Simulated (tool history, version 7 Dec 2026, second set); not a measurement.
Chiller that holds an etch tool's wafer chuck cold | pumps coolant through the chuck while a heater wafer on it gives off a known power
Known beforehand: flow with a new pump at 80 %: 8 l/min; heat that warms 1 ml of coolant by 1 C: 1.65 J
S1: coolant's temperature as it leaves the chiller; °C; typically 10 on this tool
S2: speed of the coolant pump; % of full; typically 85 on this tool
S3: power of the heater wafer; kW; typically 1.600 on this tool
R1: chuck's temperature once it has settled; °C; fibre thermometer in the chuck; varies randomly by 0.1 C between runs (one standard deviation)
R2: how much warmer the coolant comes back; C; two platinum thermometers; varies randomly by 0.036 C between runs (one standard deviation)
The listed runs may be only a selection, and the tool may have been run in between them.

run,hour,S1,S2,S3,R1,R2
1,0.0,10,85,1.600,22.0,6.82
2,27.3,11,85,1.600,23.0,6.81
3,60.1,11,85,1.600,22.9,6.85
4,99.0,10,99,1.600,20.3,5.76
5,119.5,10,99,1.600,20.3,5.75
6,147.1,10,99,1.600,20.5,5.74
7,167.2,10,74,1.600,23.6,7.94
8,187.8,10,85,1.600,22.0,6.77
9,207.2,10,85,1.600,22.1,6.77
10,230.2,10,85,1.600,22.0,6.74
11,263.4,10,85,1.600,22.1,6.87
12,283.3,10,85,1.600,22.1,6.79
13,314.4,10,85,0.948,17.2,4.00
14,337.9,10,85,0.974,17.3,4.14
15,366.9,7,85,1.600,19.0,6.80
16,405.0,7,85,1.600,19.0,6.81
17,448.6,10,85,1.650,22.3,7.03
18,474.6,3,81,1.233,12.9,5.51
19,517.8,10,65,1.838,28.1,10.49
20,538.3,12,65,1.838,30.0,10.45
21,569.1,16,88,2.347,33.0,9.52
22,601.3,10,85,1.232,19.3,5.26
23,627.4,10,85,1.232,19.5,5.23
24,661.3,14,83,1.421,24.8,6.19
25,685.1,1,86,1.421,11.7,5.88
26,709.3,20,69,1.868,37.2,10.02
27,745.1,20,69,1.868,37.3,10.05
28,768.0,8,85,1.435,18.7,6.07
29,804.2,10,61,1.828,29.2,11.10
30,825.1,6,83,1.308,16.3,5.72
31,867.4,10,62,1.546,25.7,9.30
32,889.9,10,62,1.546,25.8,9.35

Branching from run 32: 3 alternative next runs. What would each branch give?
# hour 904.2: chiller's thermometer calibrated
A,926.5,16,85,1.546,?,?
# hour 904.2: chiller's thermometer calibrated
B,926.5,10,60,1.600,?,?
# hour 904.2: chiller's thermometer calibrated
C,926.5,6,65,1.021,?,?

run,R1,R2
A,27.8,6.59
B,26.8,9.95
C,15.9,5.86
The same runs, with their run-to-run variation unchanged, on a tool lacking any hidden condition would have given:
run,R1,R2
A,27.8,6.59
B,26.8,9.95
C,15.9,5.86
